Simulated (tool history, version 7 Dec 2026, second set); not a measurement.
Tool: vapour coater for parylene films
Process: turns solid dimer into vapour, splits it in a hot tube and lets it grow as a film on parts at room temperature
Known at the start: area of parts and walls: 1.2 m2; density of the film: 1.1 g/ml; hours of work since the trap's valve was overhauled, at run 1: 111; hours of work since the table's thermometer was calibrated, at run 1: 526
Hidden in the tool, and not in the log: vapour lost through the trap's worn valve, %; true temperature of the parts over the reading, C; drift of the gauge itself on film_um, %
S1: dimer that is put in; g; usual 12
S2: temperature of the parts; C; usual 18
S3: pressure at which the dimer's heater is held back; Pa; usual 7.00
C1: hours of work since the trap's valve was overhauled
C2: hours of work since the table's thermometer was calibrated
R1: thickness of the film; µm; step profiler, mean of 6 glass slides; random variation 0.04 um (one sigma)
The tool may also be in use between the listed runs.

run 1 hour=0.0 | S1=12 S2=18 S3=7.00 | C1=111 C2=526 | R1=4.16
run 2 hour=22.2 | S1=12 S2=18 S3=7.00 | C1=125 C2=540 | R1=4.16
run 3 hour=44.8 | S1=12 S2=18 S3=7.00 | C1=139 C2=554 | R1=4.15
run 4 hour=80.2 | S1=12 S2=18 S3=7.00 | C1=160 C2=575 | R1=4.15
run 5 hour=106.4 | S1=12 S2=18 S3=7.00 | C1=176 C2=591 | R1=4.14
run 6 hour=137.6 | S1=12 S2=18 S3=7.00 | C1=195 C2=610 | R1=4.08
run 7 hour=172.4 | S1=12 S2=18 S3=7.00 | C1=217 C2=632 | R1=4.05
run 8 hour=193.9 | S1=12 S2=18 S3=7.00 | C1=230 C2=645 | R1=4.02
run 9 hour=217.6 | S1=12 S2=18 S3=7.00 | C1=244 C2=659 | R1=4.01
run 10 hour=247.9 | S1=12 S2=20 S3=7.00 | C1=263 C2=678 | R1=3.67
run 11 hour=281.5 | S1=12 S2=18 S3=7.00 | C1=284 C2=699 | R1=3.97
run 12 hour=297.4 | S1=12 S2=14 S3=7.00 | C1=293 C2=708 | R1=4.61
run 13 hour=325.2 | S1=6 S2=12 S3=4.69 | C1=310 C2=725 | R1=2.62
run 14 hour=350.3 | S1=12 S2=22 S3=7.00 | C1=326 C2=741 | R1=3.41
run 15 hour=380.3 | S1=21 S2=13 S3=2.09 | C1=344 C2=759 | R1=9.40
run 16 hour=398.6 | S1=5 S2=16 S3=2.31 | C1=355 C2=770 | R1=1.95
run 17 hour=430.5 | S1=5 S2=16 S3=2.31 | C1=375 C2=790 | R1=1.95
run 18 hour=448.3 | S1=16 S2=16 S3=2.08 | C1=386 C2=801 | R1=6.32
run 19 hour=466.0 | S1=20 S2=17 S3=9.17 | C1=397 C2=812 | R1=6.40
run 20 hour=487.1 | S1=12 S2=26 S3=8.93 | C1=409 C2=824 | R1=2.79
run 21 hour=502.3 | S1=9 S2=29 S3=7.07 | C1=419 C2=834 | R1=1.89
run 22 hour=531.1 | S1=22 S2=12 S3=5.95 | C1=436 C2=851 | R1=8.97
run 23 hour=559.3 | S1=22 S2=12 S3=5.95 | C1=454 C2=869 | R1=8.74
-- hour=589.8 trap's valve overhauled
run 24 hour=591.5 | S1=12 S2=18 S3=2.41 | C1=1 C2=886 | R1=4.84

Forecast each of these 5 alternatives for the next run:
run A hour=610.1 | S1=9 S2=18 S3=4.78 | C1=12 C2=897 | R1=?
run B hour=610.1 | S1=6 S2=20 S3=5.93 | C1=12 C2=897 | R1=?
run C hour=610.1 | S1=12 S2=18 S3=11.15 | C1=12 C2=897 | R1=?
run D hour=610.1 | S1=12 S2=18 S3=2.58 | C1=12 C2=897 | R1=?
run E hour=610.1 | S1=7 S2=18 S3=7.00 | C1=12 C2=897 | R1=?

run=A R1=3.28
run=B R1=2.02
run=C R1=4.06
run=D R1=4.81
run=E R1=2.48
Without the tool's hidden state the same runs would have given:
run=A R1=3.37
run=B R1=2.07
run=C R1=4.17
run=D R1=4.94
run=E R1=2.54
